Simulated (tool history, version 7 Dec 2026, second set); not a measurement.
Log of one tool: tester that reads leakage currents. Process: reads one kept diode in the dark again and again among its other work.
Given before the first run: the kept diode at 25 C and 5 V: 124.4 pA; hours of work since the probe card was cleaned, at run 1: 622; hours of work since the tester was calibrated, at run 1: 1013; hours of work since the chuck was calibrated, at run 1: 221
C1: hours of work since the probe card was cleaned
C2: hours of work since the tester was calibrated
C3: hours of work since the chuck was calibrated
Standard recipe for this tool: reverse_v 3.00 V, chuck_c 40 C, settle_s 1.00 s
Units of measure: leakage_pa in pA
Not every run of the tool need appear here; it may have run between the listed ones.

{"run": 1, "day": 0.0, "reverse_v": 3.0, "chuck_c": 40, "settle_s": 1.0, "C1": 622, "C2": 1013, "C3": 221, "leakage_pa": 355.7}
{"run": 2, "day": 3.321, "reverse_v": 3.0, "chuck_c": 40, "settle_s": 1.0, "C1": 658, "C2": 1050, "C3": 258, "leakage_pa": 353.25}
{"run": 3, "day": 5.142, "reverse_v": 3.0, "chuck_c": 40, "settle_s": 1.0, "C1": 678, "C2": 1070, "C3": 278, "leakage_pa": 351.93}
{"run": 4, "day": 7.096, "reverse_v": 3.0, "chuck_c": 40, "settle_s": 1.0, "C1": 700, "C2": 1091, "C3": 299, "leakage_pa": 351.58}
{"run": 5, "day": 9.421, "reverse_v": 3.0, "chuck_c": 40, "settle_s": 0.37, "C1": 726, "C2": 1117, "C3": 325, "leakage_pa": 353.54}
{"day": 9.758, "done": "chuck's temperature calibrated"}
{"run": 6, "day": 12.417, "reverse_v": 1.7, "chuck_c": 40, "settle_s": 0.42, "C1": 758, "C2": 1149, "C3": 29, "leakage_pa": 257.87}
{"run": 7, "day": 13.942, "reverse_v": 1.51, "chuck_c": 21, "settle_s": 1.48, "C1": 774, "C2": 1166, "C3": 46, "leakage_pa": 44.81}
{"run": 8, "day": 17.221, "reverse_v": 5.83, "chuck_c": 26, "settle_s": 0.48, "C1": 811, "C2": 1202, "C3": 82, "leakage_pa": 147.8}
{"run": 9, "day": 19.812, "reverse_v": 3.84, "chuck_c": 41, "settle_s": 0.48, "C1": 839, "C2": 1230, "C3": 111, "leakage_pa": 426.25}
{"run": 10, "day": 22.867, "reverse_v": 3.43, "chuck_c": 21, "settle_s": 7.39, "C1": 873, "C2": 1264, "C3": 144, "leakage_pa": 68.85}

Each row is a separate what-if for the run after 10, all from the same tool condition, not one after another. Results?
{"day": 24.812, "done": "chuck's temperature calibrated, once more"}
{"run": "A", "day": 24.812, "reverse_v": 2.25, "chuck_c": 22, "settle_s": 0.31, "C1": 893, "C2": 1285, "C3": 0, "leakage_pa": "?"}
{"day": 24.812, "done": "chuck's temperature calibrated, once more"}
{"run": "B", "day": 24.812, "reverse_v": 7.63, "chuck_c": 57, "settle_s": 4.82, "C1": 893, "C2": 1285, "C3": 0, "leakage_pa": "?"}
{"day": 24.812, "done": "chuck's temperature calibrated, once more"}
{"run": "C", "day": 24.812, "reverse_v": 3.43, "chuck_c": 21, "settle_s": 2.34, "C1": 893, "C2": 1285, "C3": 0, "leakage_pa": "?"}
{"day": 24.812, "done": "chuck's temperature calibrated, once more"}
{"run": "D", "day": 24.812, "reverse_v": 3.28, "chuck_c": 21, "settle_s": 5.27, "C1": 893, "C2": 1285, "C3": 0, "leakage_pa": "?"}
{"day": 24.812, "done": "chuck's temperature calibrated, once more"}
{"run": "E", "day": 24.812, "reverse_v": 11.52, "chuck_c": 50, "settle_s": 7.39, "C1": 893, "C2": 1285, "C3": 0, "leakage_pa": "?"}

run=A leakage_pa=66.85
run=B leakage_pa=2284.30
run=C leakage_pa=74.42
run=D leakage_pa=72.42
run=E leakage_pa=1651.89
With the hidden condition removed and each run's random variation left untouched, the same runs would have given:
run=A leakage_pa=64.27
run=B leakage_pa=2252.61
run=C leakage_pa=70.81
run=D leakage_pa=68.94
run=E leakage_pa=1623.75
